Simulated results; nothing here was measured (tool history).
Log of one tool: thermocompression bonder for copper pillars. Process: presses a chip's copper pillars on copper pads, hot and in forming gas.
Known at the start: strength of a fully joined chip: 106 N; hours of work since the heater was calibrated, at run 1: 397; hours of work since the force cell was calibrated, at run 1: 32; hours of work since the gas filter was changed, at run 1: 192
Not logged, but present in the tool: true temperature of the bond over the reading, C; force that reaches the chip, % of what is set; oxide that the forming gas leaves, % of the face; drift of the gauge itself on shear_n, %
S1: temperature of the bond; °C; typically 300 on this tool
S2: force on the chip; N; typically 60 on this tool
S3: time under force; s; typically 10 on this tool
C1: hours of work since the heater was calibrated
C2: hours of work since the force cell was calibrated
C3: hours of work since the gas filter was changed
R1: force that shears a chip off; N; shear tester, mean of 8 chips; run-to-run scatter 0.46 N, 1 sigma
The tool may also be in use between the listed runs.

| run | hour | S1 | S2 | S3 | C1 | C2 | C3 | R1 |
|---|---|---|---|---|---|---|---|---|
| 1 | 0 | 300 | 60 | 10 | 397 | 32 | 192 | 42.7 |
| 2 | 10.7 | 300 | 60 | 10 | 404 | 39 | 199 | 42.2 |
| 3 | 18.8 | 300 | 60 | 11 | 410 | 45 | 205 | 43.8 |
| 4 | 30.7 | 300 | 60 | 11 | 419 | 54 | 214 | 42.8 |
| 5 | 41 | 300 | 60 | 15 | 427 | 62 | 222 | 48.7 |
| 6 | 51.5 | 300 | 60 | 15 | 435 | 70 | 230 | 48.7 |
| 7 | 63 | 300 | 60 | 10 | 443 | 78 | 238 | 41.7 |
|  | 64.3 | forming gas filter changed |
| 8 | 73.7 | 300 | 60 | 10 | 451 | 86 | 7 | 45.3 |
| 9 | 80 | 300 | 60 | 10 | 455 | 90 | 12 | 44.9 |
| 10 | 86 | 300 | 60 | 27 | 460 | 95 | 16 | 61.8 |
| 11 | 96.5 | 300 | 60 | 9 | 467 | 102 | 24 | 42.5 |
| 12 | 103.6 | 300 | 60 | 9 | 473 | 108 | 29 | 43.4 |
| 13 | 116.9 | 300 | 60 | 9 | 483 | 117 | 39 | 43.1 |
| 14 | 127.5 | 300 | 60 | 10 | 490 | 125 | 47 | 44.2 |
| 15 | 139 | 300 | 60 | 10 | 499 | 134 | 55 | 44.1 |
| 16 | 148.7 | 300 | 60 | 10 | 506 | 141 | 62 | 43.5 |
| 17 | 161 | 276 | 60 | 10 | 515 | 150 | 71 | 32.1 |
| 18 | 174.3 | 276 | 60 | 10 | 525 | 160 | 81 | 31.3 |
| 19 | 180.5 | 276 | 60 | 10 | 529 | 164 | 86 | 32.3 |
|  | 183.4 | heater calibrated with a thermocouple chip |
| 20 | 189.8 | 300 | 60 | 10 | 5 | 170 | 91 | 43.7 |
| 21 | 198.2 | 300 | 60 | 10 | 11 | 176 | 97 | 42.8 |
| 22 | 208.9 | 300 | 60 | 10 | 19 | 184 | 105 | 43.1 |
| 23 | 222.3 | 300 | 60 | 10 | 29 | 194 | 115 | 43.2 |
| 24 | 232.1 | 294 | 85 | 24 | 36 | 201 | 122 | 67 |
|  | 235.8 | heater calibrated with a thermocouple chip, once more |
| 25 | 242.9 | 292 | 85 | 24 | 5 | 208 | 129 | 67.8 |
| 26 | 251 | 292 | 85 | 24 | 11 | 213 | 135 | 68.2 |
| 27 | 260.6 | 313 | 73 | 19 | 18 | 221 | 142 | 69.8 |
| 28 | 268 | 319 | 37 | 10 | 24 | 226 | 147 | 36.6 |
| 29 | 278.3 | 298 | 38 | 8 | 31 | 234 | 155 | 26.4 |
| 30 | 289.1 | 298 | 86 | 8 | 39 | 242 | 163 | 50.7 |
| 31 | 297.1 | 321 | 60 | 10 | 45 | 247 | 169 | 53.3 |
| 32 | 307 | 321 | 60 | 7 | 53 | 255 | 176 | 46.5 |
| 33 | 313.2 | 321 | 60 | 7 | 57 | 259 | 181 | 46.6 |
| 34 | 323 | 321 | 60 | 7 | 64 | 267 | 188 | 47 |
| 35 | 333.3 | 321 | 60 | 7 | 72 | 274 | 196 | 47 |
| 36 | 342.9 | 321 | 56 | 20 | 79 | 281 | 203 | 62.9 |
| 37 | 352 | 321 | 56 | 20 | 86 | 288 | 209 | 63.5 |
| 38 | 363.1 | 321 | 56 | 20 | 94 | 296 | 218 | 62.5 |
| 39 | 372.5 | 280 | 65 | 13 | 101 | 303 | 224 | 38.9 |
| 40 | 380.2 | 300 | 44 | 10 | 107 | 309 | 230 | 32.2 |
|  | 392.5 | forming gas filter changed |
| 41 | 392.5 | 271 | 40 | 20 | 115 | 318 | 0 | 28.6 |

Results for each run, recomputed without the tool's hidden state and with each run's random variation untouched:
| run | R1 |
|---|---|
| 1 | 45 |
| 2 | 44.6 |
| 3 | 46.4 |
| 4 | 45.5 |
| 5 | 51.9 |
| 6 | 51.9 |
| 7 | 44.5 |
| 8 | 45.5 |
| 9 | 45.2 |
| 10 | 62.2 |
| 11 | 42.9 |
| 12 | 43.8 |
| 13 | 43.7 |
| 14 | 44.9 |
| 15 | 44.9 |
| 16 | 44.3 |
| 17 | 32.9 |
| 18 | 32.1 |
| 19 | 33.1 |
| 20 | 45.2 |
| 21 | 44.4 |
| 22 | 44.8 |
| 23 | 45 |
| 24 | 69.7 |
| 25 | 69.9 |
| 26 | 70.4 |
| 27 | 72.2 |
| 28 | 37.9 |
| 29 | 27.4 |
| 30 | 52.8 |
| 31 | 55.6 |
| 32 | 48.6 |
| 33 | 48.7 |
| 34 | 49.2 |
| 35 | 49.3 |
| 36 | 66.1 |
| 37 | 66.9 |
| 38 | 66 |
| 39 | 41.2 |
| 40 | 34.2 |
| 41 | 28.6 |
